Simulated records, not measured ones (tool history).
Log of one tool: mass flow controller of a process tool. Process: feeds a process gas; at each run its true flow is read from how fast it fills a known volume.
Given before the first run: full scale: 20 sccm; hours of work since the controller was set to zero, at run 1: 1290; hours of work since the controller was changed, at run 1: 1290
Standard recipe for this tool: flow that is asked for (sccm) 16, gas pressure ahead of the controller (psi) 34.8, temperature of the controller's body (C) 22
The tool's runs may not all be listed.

| run | hour | flow that is asked for (sccm) | gas pressure ahead of the controller (psi) | temperature of the controller's body (C) | hours of work since the controller was set to zero | hours of work since the controller was changed | true flow (%) |
|---|---|---|---|---|---|---|---|
| 1 | 0.0 | 16 | 34.8 | 22 | 1290 | 1290 | 98.80 |
| 2 | 116.2 | 16 | 34.8 | 22 | 1376 | 1376 | 98.69 |
| 3 | 235.3 | 2 | 34.8 | 22 | 1465 | 1465 | 98.82 |
| 4 | 345.5 | 16 | 34.8 | 22 | 1548 | 1548 | 98.73 |
| 5 | 422.8 | 16 | 34.8 | 22 | 1605 | 1605 | 98.60 |
| 6 | 523.6 | 16 | 34.8 | 22 | 1680 | 1680 | 98.59 |
|  | 530.6 | controller's zero set anew |
| 7 | 576.9 | 16 | 34.8 | 22 | 35 | 1720 | 98.67 |
| 8 | 649.5 | 16 | 34.8 | 20 | 89 | 1774 | 98.34 |
| 9 | 757.8 | 16 | 34.8 | 20 | 170 | 1855 | 98.44 |
| 10 | 821.9 | 16 | 22.3 | 31 | 217 | 1903 | 99.32 |
| 11 | 892.4 | 16 | 22.3 | 31 | 270 | 1955 | 99.27 |
| 12 | 963.7 | 16 | 22.3 | 31 | 323 | 2009 | 99.25 |
| 13 | 1060.2 | 10 | 30.5 | 31 | 395 | 2081 | 98.92 |
| 14 | 1141.3 | 6 | 34.8 | 23 | 456 | 2141 | 98.27 |
|  | 1190.7 | controller's zero set anew, once more |
| 15 | 1251.7 | 6 | 40.2 | 36 | 46 | 2223 | 98.71 |
| 16 | 1352.7 | 2 | 40.2 | 27 | 121 | 2299 | 97.66 |
| 17 | 1423.3 | 3 | 20.7 | 24 | 174 | 2351 | 97.02 |

Predict each of these 5 candidate next runs independently; none follows another, all start after run 17:
| A | 1513.9 | 17 | 40.0 | 38 | 241 | 2419 | ? |
| B | 1513.9 | 3 | 35.2 | 24 | 241 | 2419 | ? |
| C | 1513.9 | 16 | 25.4 | 30 | 241 | 2419 | ? |
| D | 1513.9 | 3 | 34.8 | 22 | 241 | 2419 | ? |
| E | 1513.9 | 4 | 31.5 | 22 | 241 | 2419 | ? |

| run | true flow (%) |
|---|---|
| A | 99.64 |
| B | 97.30 |
| C | 98.66 |
| D | 97.06 |
| E | 97.00 |
What these runs would have given with no unlogged condition in the tool:
| run | true flow (%) |
|---|---|
| A | 101.19 |
| B | 98.63 |
| C | 100.22 |
| D | 98.40 |
| E | 98.40 |
